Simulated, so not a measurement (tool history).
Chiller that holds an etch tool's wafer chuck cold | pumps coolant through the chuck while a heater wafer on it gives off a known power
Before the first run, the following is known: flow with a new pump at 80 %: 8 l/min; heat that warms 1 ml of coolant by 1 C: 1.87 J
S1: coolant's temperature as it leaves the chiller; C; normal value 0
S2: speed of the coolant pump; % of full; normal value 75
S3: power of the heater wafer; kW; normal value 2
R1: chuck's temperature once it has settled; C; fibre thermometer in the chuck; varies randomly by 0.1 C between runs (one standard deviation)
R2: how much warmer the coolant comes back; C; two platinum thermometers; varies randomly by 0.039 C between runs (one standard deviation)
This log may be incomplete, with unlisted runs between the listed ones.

Run 1, hour 0: usual settings. Result: R1 14.9 C, R2 8.57 C.
Run 2, hour 85.4: usual settings but S3 2.042 kW. Result: R1 15.3 C, R2 8.68 C.
Run 3, hour 136.8: usual settings but S3 2.042 kW. Result: R1 15.5 C, R2 8.73 C.
Run 4, hour 222.2: usual settings. Result: R1 14.9 C, R2 8.55 C.
Run 5, hour 307.3: usual settings. Result: R1 15.2 C, R2 8.53 C.
Run 6, hour 390.4: usual settings. Result: R1 15.1 C, R2 8.47 C.
Run 7, hour 455.1: usual settings. Result: R1 15.1 C, R2 8.54 C.
Run 8, hour 557: usual settings but S3 2.257 kW. Result: R1 17 C, R2 9.59 C.
Run 9, hour 671.3: usual settings but S3 2.257 kW. Result: R1 16.8 C, R2 9.62 C.
Run 10, hour 727.5: usual settings but S1 -4 C, S3 1.546 kW. Result: R1 7.6 C, R2 6.58 C.
Run 11, hour 805: usual settings but S1 7 C, S3 1.831 kW. Result: R1 20.7 C, R2 7.8 C.
Run 12, hour 870.3: usual settings but S1 6 C, S2 84 % of full, S3 1.408 kW. Result: R1 15.9 C, R2 5.37 C.
Run 13, hour 943: usual settings but S1 6 C, S2 84 % of full, S3 1.408 kW. Result: R1 16 C, R2 5.42 C.
Run 14, hour 1036.6: usual settings but S1 -9 C. Result: R1 6.1 C, R2 8.55 C.
Run 15, hour 1115.2: usual settings but S1 -2 C. Result: R1 12.9 C, R2 8.52 C.

Consider 5 possible next runs. They are alternatives, not a sequence: every one starts from the tool as it was left by run 15. What does each give?
Run A, hour 1205.5: usual settings but S1 8 C, S2 81 % of full, S3 1.106 kW. Result: R1 ?, R2 ?.
Run B, hour 1205.5: usual settings but S1 -4 C, S3 1.588 kW. Result: R1 ?, R2 ?.
Run C, hour 1205.5: usual settings but S1 5 C. Result: R1 ?, R2 ?.
Run D, hour 1205.5: usual settings but S1 6 C, S3 1.781 kW. Result: R1 ?, R2 ?.
Run E, hour 1205.5: usual settings but S1 10 C, S2 72 % of full, S3 1.803 kW. Result: R1 ?, R2 ?.

run    R1    R2
  A  15.8  4.38
  B     8  6.78
  C  20.2  8.65
  D  19.5  7.69
  E  23.9  8.07
Had the tool no hidden state, the same runs would have come out as:
run    R1    R2
  A  15.8  4.38
  B     8  6.77
  C  20.2  8.64
  D  19.5  7.69
  E  23.9  8.07

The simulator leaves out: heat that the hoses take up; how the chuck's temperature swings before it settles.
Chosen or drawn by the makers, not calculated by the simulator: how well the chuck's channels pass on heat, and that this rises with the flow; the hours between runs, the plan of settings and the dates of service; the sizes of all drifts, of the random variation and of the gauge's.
